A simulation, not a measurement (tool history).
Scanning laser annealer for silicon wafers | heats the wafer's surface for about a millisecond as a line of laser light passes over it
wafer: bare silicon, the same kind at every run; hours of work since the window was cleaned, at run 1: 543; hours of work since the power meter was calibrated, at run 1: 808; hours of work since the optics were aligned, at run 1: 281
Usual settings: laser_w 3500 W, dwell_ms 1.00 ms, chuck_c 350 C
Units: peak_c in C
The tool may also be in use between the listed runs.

| run | hour | laser_w | dwell_ms | chuck_c | hours of work since the window was cleaned | hours of work since the power meter was calibrated | hours of work since the optics were aligned | peak_c |
|---|---|---|---|---|---|---|---|---|
| 1 | 0.0 | 3500 | 1.00 | 350 | 543 | 808 | 281 | 1152 |
| 2 | 14.4 | 3500 | 1.00 | 350 | 554 | 818 | 291 | 1151 |
| 3 | 37.8 | 3500 | 1.00 | 350 | 572 | 836 | 309 | 1147 |
| 4 | 65.3 | 3500 | 1.00 | 350 | 592 | 856 | 329 | 1146 |
| 5 | 87.1 | 3500 | 1.00 | 350 | 608 | 873 | 345 | 1145 |
| 6 | 107.9 | 3500 | 0.92 | 350 | 624 | 888 | 361 | 1105 |
| 7 | 124.2 | 3500 | 0.92 | 350 | 636 | 900 | 373 | 1109 |
| 8 | 145.9 | 3500 | 0.92 | 350 | 652 | 916 | 389 | 1107 |
| 9 | 173.0 | 3500 | 0.92 | 350 | 672 | 936 | 409 | 1104 |
| 10 | 192.6 | 3500 | 0.92 | 350 | 687 | 951 | 424 | 1100 |
| 11 | 217.2 | 3500 | 0.92 | 350 | 705 | 969 | 442 | 1102 |
| 12 | 241.7 | 3500 | 0.88 | 350 | 723 | 987 | 460 | 1079 |
| 13 | 266.7 | 3500 | 0.88 | 350 | 742 | 1006 | 479 | 1075 |
| 14 | 280.4 | 3500 | 0.88 | 350 | 752 | 1016 | 489 | 1077 |
| 15 | 309.4 | 3500 | 0.88 | 350 | 773 | 1038 | 511 | 1078 |
| 16 | 324.8 | 3500 | 0.88 | 350 | 785 | 1049 | 522 | 1076 |
| 17 | 344.7 | 3500 | 0.88 | 350 | 800 | 1064 | 537 | 1073 |
|  | 352.9 | window over the wafer cleaned |
| 18 | 368.0 | 3500 | 1.00 | 328 | 11 | 1080 | 553 | 1150 |
| 19 | 389.1 | 3500 | 1.00 | 328 | 27 | 1095 | 568 | 1153 |
| 20 | 406.1 | 3500 | 1.00 | 357 | 39 | 1108 | 581 | 1181 |
| 21 | 430.7 | 3500 | 1.00 | 357 | 58 | 1126 | 599 | 1178 |
| 22 | 444.5 | 3500 | 1.00 | 357 | 68 | 1137 | 610 | 1181 |
| 23 | 457.1 | 3659 | 1.15 | 333 | 77 | 1146 | 619 | 1272 |
| 24 | 485.6 | 3659 | 1.15 | 333 | 99 | 1167 | 640 | 1274 |
| 25 | 504.2 | 3727 | 0.90 | 346 | 112 | 1181 | 654 | 1186 |
| 26 | 531.1 | 3628 | 1.00 | 312 | 132 | 1201 | 674 | 1167 |
| 27 | 555.3 | 3475 | 1.04 | 312 | 150 | 1219 | 692 | 1132 |
| 28 | 576.4 | 3811 | 1.03 | 343 | 166 | 1235 | 708 | 1269 |
| 29 | 596.7 | 3811 | 1.03 | 343 | 181 | 1250 | 723 | 1269 |
| 30 | 623.7 | 3051 | 0.99 | 382 | 201 | 1270 | 743 | 1054 |
| 31 | 643.2 | 3601 | 0.75 | 378 | 216 | 1284 | 757 | 1091 |
| 32 | 655.9 | 3601 | 0.75 | 378 | 225 | 1294 | 767 | 1088 |
| 33 | 686.7 | 3601 | 0.73 | 370 | 248 | 1317 | 790 | 1071 |
| 34 | 710.2 | 3615 | 0.75 | 314 | 266 | 1334 | 807 | 1026 |
| 35 | 728.2 | 3712 | 1.07 | 337 | 279 | 1348 | 820 | 1242 |
| 36 | 758.7 | 3712 | 1.07 | 337 | 302 | 1370 | 843 | 1240 |
| 37 | 781.0 | 3712 | 1.07 | 337 | 318 | 1387 | 860 | 1236 |
| 38 | 797.3 | 3712 | 1.07 | 337 | 330 | 1399 | 872 | 1241 |
| 39 | 821.8 | 3500 | 1.03 | 360 | 349 | 1417 | 890 | 1171 |
| 40 | 837.2 | 3377 | 0.99 | 361 | 360 | 1429 | 902 | 1116 |
| 41 | 868.1 | 3256 | 1.14 | 361 | 383 | 1452 | 925 | 1141 |

Measured less the same run without the tool's hidden state. The same run-to-run variation is in both; the gauge's scatter may not be:
The hidden state here: light that passes the window, % of a clean one's; laser's true power over the reading, %; width of the line over the set one, %; drift of the gauge itself on peak_c, C.
| run | peak_c |
|---|---|
| 1 | -32 |
| 2 | -33 |
| 3 | -34 |
| 4 | -35 |
| 5 | -36 |
| 6 | -36 |
| 7 | -37 |
| 8 | -38 |
| 9 | -40 |
| 10 | -41 |
| 11 | -42 |
| 12 | -42 |
| 13 | -44 |
| 14 | -45 |
| 15 | -46 |
| 16 | -47 |
| 17 | -48 |
| 18 | -7 |
| 19 | -8 |
| 20 | -10 |
| 21 | -11 |
| 22 | -12 |
| 23 | -15 |
| 24 | -16 |
| 25 | -15 |
| 26 | -17 |
| 27 | -18 |
| 28 | -22 |
| 29 | -23 |
| 30 | -18 |
| 31 | -20 |
| 32 | -21 |
| 33 | -22 |
| 34 | -24 |
| 35 | -31 |
| 36 | -33 |
| 37 | -35 |
| 38 | -36 |
| 39 | -34 |
| 40 | -32 |
| 41 | -34 |
